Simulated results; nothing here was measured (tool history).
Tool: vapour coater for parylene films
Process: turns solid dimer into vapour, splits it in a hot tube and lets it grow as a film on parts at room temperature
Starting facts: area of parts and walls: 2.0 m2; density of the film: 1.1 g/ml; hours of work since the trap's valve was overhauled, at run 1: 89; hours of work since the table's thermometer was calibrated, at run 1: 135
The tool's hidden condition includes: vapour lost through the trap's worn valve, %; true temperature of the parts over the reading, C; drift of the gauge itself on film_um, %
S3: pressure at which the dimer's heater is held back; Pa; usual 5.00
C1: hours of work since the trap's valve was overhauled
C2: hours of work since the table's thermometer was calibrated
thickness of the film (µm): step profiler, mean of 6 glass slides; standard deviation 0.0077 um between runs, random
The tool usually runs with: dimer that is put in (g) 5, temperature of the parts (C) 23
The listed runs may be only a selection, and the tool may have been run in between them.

{"run": 1, "hour": 0.0, "dimer that is put in (g)": 5, "temperature of the parts (C)": 23, "S3": 5.0, "C1": 89, "C2": 135, "thickness of the film (µm)": 1.112}
{"run": 2, "hour": 53.1, "dimer that is put in (g)": 5, "temperature of the parts (C)": 23, "S3": 2.09, "C1": 124, "C2": 169, "thickness of the film (µm)": 1.18}
{"run": 3, "hour": 113.8, "dimer that is put in (g)": 5, "temperature of the parts (C)": 23, "S3": 2.09, "C1": 164, "C2": 209, "thickness of the film (µm)": 1.152}
{"run": 4, "hour": 149.5, "dimer that is put in (g)": 5, "temperature of the parts (C)": 28, "S3": 5.0, "C1": 187, "C2": 233, "thickness of the film (µm)": 0.884}
{"run": 5, "hour": 182.1, "dimer that is put in (g)": 5, "temperature of the parts (C)": 28, "S3": 5.0, "C1": 208, "C2": 254, "thickness of the film (µm)": 0.9}
{"run": 6, "hour": 239.7, "dimer that is put in (g)": 5, "temperature of the parts (C)": 23, "S3": 6.18, "C1": 246, "C2": 292, "thickness of the film (µm)": 1.066}
{"run": 7, "hour": 295.3, "dimer that is put in (g)": 5, "temperature of the parts (C)": 23, "S3": 6.18, "C1": 283, "C2": 328, "thickness of the film (µm)": 1.059}
{"hour": 304.6, "done": "trap's valve overhauled"}
{"run": 8, "hour": 353.5, "dimer that is put in (g)": 5, "temperature of the parts (C)": 23, "S3": 6.18, "C1": 32, "C2": 364, "thickness of the film (µm)": 1.015}
{"run": 9, "hour": 397.6, "dimer that is put in (g)": 5, "temperature of the parts (C)": 23, "S3": 6.18, "C1": 61, "C2": 393, "thickness of the film (µm)": 1.004}
{"run": 10, "hour": 444.2, "dimer that is put in (g)": 5, "temperature of the parts (C)": 23, "S3": 5.0, "C1": 92, "C2": 423, "thickness of the film (µm)": 1.027}
{"hour": 496.1, "done": "trap's valve overhauled, once more"}
{"run": 11, "hour": 496.1, "dimer that is put in (g)": 5, "temperature of the parts (C)": 23, "S3": 5.0, "C1": 0, "C2": 455, "thickness of the film (µm)": 1.182}
{"run": 12, "hour": 554.7, "dimer that is put in (g)": 4, "temperature of the parts (C)": 34, "S3": 4.8, "C1": 38, "C2": 493, "thickness of the film (µm)": 0.62}
{"run": 13, "hour": 616.4, "dimer that is put in (g)": 5, "temperature of the parts (C)": 23, "S3": 3.12, "C1": 79, "C2": 533, "thickness of the film (µm)": 1.179}
{"run": 14, "hour": 673.3, "dimer that is put in (g)": 5, "temperature of the parts (C)": 23, "S3": 3.12, "C1": 116, "C2": 571, "thickness of the film (µm)": 1.169}
{"run": 15, "hour": 705.2, "dimer that is put in (g)": 8, "temperature of the parts (C)": 22, "S3": 3.12, "C1": 137, "C2": 592, "thickness of the film (µm)": 1.921}
{"run": 16, "hour": 742.7, "dimer that is put in (g)": 5, "temperature of the parts (C)": 20, "S3": 3.12, "C1": 162, "C2": 616, "thickness of the film (µm)": 1.298}
{"run": 17, "hour": 802.2, "dimer that is put in (g)": 9, "temperature of the parts (C)": 20, "S3": 3.82, "C1": 201, "C2": 655, "thickness of the film (µm)": 2.299}
{"run": 18, "hour": 862.1, "dimer that is put in (g)": 7, "temperature of the parts (C)": 20, "S3": 3.82, "C1": 240, "C2": 694, "thickness of the film (µm)": 1.778}
{"run": 19, "hour": 903.0, "dimer that is put in (g)": 5, "temperature of the parts (C)": 20, "S3": 4.09, "C1": 267, "C2": 721, "thickness of the film (µm)": 1.262}
{"run": 20, "hour": 946.1, "dimer that is put in (g)": 5, "temperature of the parts (C)": 20, "S3": 4.09, "C1": 295, "C2": 749, "thickness of the film (µm)": 1.25}
{"run": 21, "hour": 973.4, "dimer that is put in (g)": 5, "temperature of the parts (C)": 20, "S3": 4.42, "C1": 313, "C2": 767, "thickness of the film (µm)": 1.222}
{"run": 22, "hour": 1003.9, "dimer that is put in (g)": 3, "temperature of the parts (C)": 26, "S3": 5.0, "C1": 333, "C2": 787, "thickness of the film (µm)": 0.583}

5 options for the next run, each taken on its own from the tool as it stands now. Forecast them:
{"run": "A", "hour": 1048.0, "dimer that is put in (g)": 4, "temperature of the parts (C)": 23, "S3": 4.74, "C1": 362, "C2": 816, "thickness of the film (µm)": "?"}
{"run": "B", "hour": 1048.0, "dimer that is put in (g)": 5, "temperature of the parts (C)": 28, "S3": 2.07, "C1": 362, "C2": 816, "thickness of the film (µm)": "?"}
{"run": "C", "hour": 1048.0, "dimer that is put in (g)": 7, "temperature of the parts (C)": 25, "S3": 7.97, "C1": 362, "C2": 816, "thickness of the film (µm)": "?"}
{"run": "D", "hour": 1048.0, "dimer that is put in (g)": 5, "temperature of the parts (C)": 28, "S3": 5.0, "C1": 362, "C2": 816, "thickness of the film (µm)": "?"}
{"run": "E", "hour": 1048.0, "dimer that is put in (g)": 5, "temperature of the parts (C)": 17, "S3": 5.0, "C1": 362, "C2": 816, "thickness of the film (µm)": "?"}

run=A thickness_of_the_film_(µm)=0.860
run=B thickness_of_the_film_(µm)=0.931
run=C thickness_of_the_film_(µm)=1.349
run=D thickness_of_the_film_(µm)=0.893
run=E thickness_of_the_film_(µm)=1.357
Take away the tool's hidden state, keep each run's random variation, and the runs would have read:
run=A thickness_of_the_film_(µm)=0.919
run=B thickness_of_the_film_(µm)=0.995
run=C thickness_of_the_film_(µm)=1.442
run=D thickness_of_the_film_(µm)=0.954
run=E thickness_of_the_film_(µm)=1.450
